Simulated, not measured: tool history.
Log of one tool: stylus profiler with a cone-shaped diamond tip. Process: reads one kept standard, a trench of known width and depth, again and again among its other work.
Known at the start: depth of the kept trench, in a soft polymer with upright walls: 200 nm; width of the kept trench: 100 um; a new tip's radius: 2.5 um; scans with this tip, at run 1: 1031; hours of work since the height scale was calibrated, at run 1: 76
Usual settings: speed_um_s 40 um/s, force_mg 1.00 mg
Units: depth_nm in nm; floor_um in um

run,hour,speed_um_s,force_mg,scans with this tip,hours of work since the height scale was calibrated,depth_nm,floor_um
1,0.0,40,1.00,1031,76,200.67,97.81
2,32.5,40,1.00,1310,97,200.61,97.78
3,56.4,40,1.00,1515,112,200.65,97.77
4,103.7,112,1.00,1922,142,200.56,97.33
5,137.6,112,1.00,2213,163,200.48,97.36
6,189.9,112,1.00,2662,197,200.62,97.30
7,212.6,40,1.00,2857,211,200.68,97.79
8,246.9,40,1.00,3151,233,200.58,97.77
9,276.8,21,1.00,3408,252,200.50,97.92
10,322.7,21,1.00,3802,281,200.69,97.91
11,370.5,21,1.00,4213,311,200.67,97.97
12,397.5,21,1.00,4445,328,200.61,97.88
13,445.4,21,1.00,4856,358,200.56,97.94
14,492.3,21,1.00,5259,388,200.58,97.93
15,519.1,11,2.49,5489,405,201.15,97.98
16,556.9,45,2.12,5813,429,200.98,97.83
17,584.8,45,2.12,6052,447,200.89,97.81
18,625.4,45,2.12,6401,472,201.00,97.84
19,678.3,45,2.12,6856,506,200.99,97.84
20,711.3,45,2.12,7139,527,201.11,97.88
21,732.9,45,2.12,7325,541,200.94,97.81

The next listed run, before its measurement:
22,758.1,29,0.39,7541,557,?,?

depth_nm: 200.40 nm
floor_um: 97.79 um
Without the tool's hidden state the same run would have given depth_nm 200.41 nm, floor_um 97.80 um.

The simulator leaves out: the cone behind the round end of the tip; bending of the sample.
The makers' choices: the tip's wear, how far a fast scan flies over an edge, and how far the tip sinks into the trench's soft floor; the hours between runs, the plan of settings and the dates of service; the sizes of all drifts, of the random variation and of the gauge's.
